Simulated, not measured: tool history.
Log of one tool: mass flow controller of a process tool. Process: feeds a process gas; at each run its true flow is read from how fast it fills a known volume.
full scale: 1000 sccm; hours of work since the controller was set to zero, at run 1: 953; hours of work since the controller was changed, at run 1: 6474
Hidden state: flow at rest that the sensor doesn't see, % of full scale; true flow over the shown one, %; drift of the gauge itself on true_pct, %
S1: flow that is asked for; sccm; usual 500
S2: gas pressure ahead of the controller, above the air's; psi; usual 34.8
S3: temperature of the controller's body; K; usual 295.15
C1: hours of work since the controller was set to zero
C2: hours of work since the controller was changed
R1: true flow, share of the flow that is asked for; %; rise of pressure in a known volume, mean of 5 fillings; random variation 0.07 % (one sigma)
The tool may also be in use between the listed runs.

run    hour   S1    S2      S3    C1     C2     R1
  1       0  500  34.8  295.15   953   6474  99.34
  2   238.5  500  34.8  295.15  1138   6659  99.12
  3   487.1  500  34.8  295.15  1330   6851  98.84
  4   802.3  500  34.8  295.15  1573   7094  98.65
  5    1131  500  34.8  295.15  1827   7348  98.48
  6  1374.5  500  34.8  295.15  2015   7536  98.27
  7  1614.4  500  34.8  295.15  2201   7722  97.92
  8  1894.9  500  34.8  295.15  2417   7938  98.07
  9  2045.8  500  34.8  306.15  2534   8055  98.85
 10  2265.7  500  34.8  306.15  2704   8225  98.82
 11  2408.1  500  34.8  306.15  2814   8335  98.71
 12  2707.6  500  34.8  306.15  3045   8566  98.55
 13  2862.9  500  34.8  295.15  3165   8686  97.21
     3024.1  -- gauge calibrated
 14  3091.6  292  34.8  295.15  3342   8863  99.02
 15  3317.4  145  24.1  311.15  3516   9037  99.61
 16  3612.7  465  32.9  295.15  3744   9265  98.67
 17  3950.4  313  20.5  296.15  4005   9526  97.64
 18  4164.9  313  20.5  296.15  4171   9692  97.46
 19    4384  313  20.5  296.15  4340   9861   97.3
 20  4702.8  198  20.5  296.15  4587  10108  96.98
 21  4995.7  794  23.4  296.15  4813  10334  97.72
 22  5162.7  794  23.4  308.15  4942  10463  98.76
 23  5313.6  794  23.4  304.15  5059  10580  98.28
 24  5525.3  272  40.2  295.15  5222  10743   97.5
 25    5785  111  25.4  296.15  5423  10944  96.25

Forecast each of these 5 alternatives for the next run:
     5837.2  -- controller's zero set anew
  A  6030.3  949    29  302.15  149  11133   ?
     5837.2  -- controller's zero set anew
  B  6030.3  640  26.1  295.15  149  11133   ?
     5837.2  -- controller's zero set anew
  C  6030.3  598  21.9  306.15  149  11133   ?
     5837.2  -- controller's zero set anew
  D  6030.3  216  27.8  296.15  149  11133   ?
     5837.2  -- controller's zero set anew
  E  6030.3  263  34.8  294.15  149  11133   ?

run     R1
  A  98.11
  B  96.64
  C  97.69
  D  96.58
  E  96.72
Without the tool's hidden state the same runs would have given:
run      R1
  A  100.43
  B   98.93
  C   99.99
  D   98.86
  E      99
